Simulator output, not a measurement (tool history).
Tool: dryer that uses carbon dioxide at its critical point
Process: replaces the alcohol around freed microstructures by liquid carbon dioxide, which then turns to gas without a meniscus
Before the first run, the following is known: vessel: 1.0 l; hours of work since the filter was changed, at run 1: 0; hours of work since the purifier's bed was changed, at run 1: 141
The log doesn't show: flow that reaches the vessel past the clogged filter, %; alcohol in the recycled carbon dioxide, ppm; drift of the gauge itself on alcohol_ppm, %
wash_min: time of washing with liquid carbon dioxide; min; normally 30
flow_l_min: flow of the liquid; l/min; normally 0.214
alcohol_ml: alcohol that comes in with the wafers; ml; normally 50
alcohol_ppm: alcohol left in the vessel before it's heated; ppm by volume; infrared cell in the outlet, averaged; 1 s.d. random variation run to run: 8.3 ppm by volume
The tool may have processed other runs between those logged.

run,day,wash_min,flow_l_min,alcohol_ml,hours of work since the filter was changed,hours of work since the purifier's bed was changed,alcohol_ppm
1,0,30,0.214,50,0,141,475
2,0.267,30,0.214,50,3,144,479
3,0.608,30,0.214,50,8,149,492
4,0.929,30,0.214,50,12,153,478
5,1.45,30,0.214,50,19,160,497
6,1.783,30,0.214,50,23,164,498
7,2.175,30,0.214,50,28,169,500
8,2.658,30,0.214,50,34,175,514
9,3.121,39,0.164,50,40,181,579
10,3.433,39,0.164,50,44,185,597
11,3.904,39,0.164,50,50,191,567
12,4.354,39,0.164,50,56,197,598
13,4.642,33,0.214,57,60,201,408
14,5.083,33,0.214,57,66,206,411
15,5.592,37,0.214,50,72,213,224
16,6.033,22,0.294,50,78,219,503

Each run again, without the hidden state but with its own random variation kept:
run,alcohol_ppm
1,451
2,450
3,458
4,440
5,448
6,443
7,439
8,445
9,497
10,507
11,472
12,492
13,318
14,313
15,152
16,380
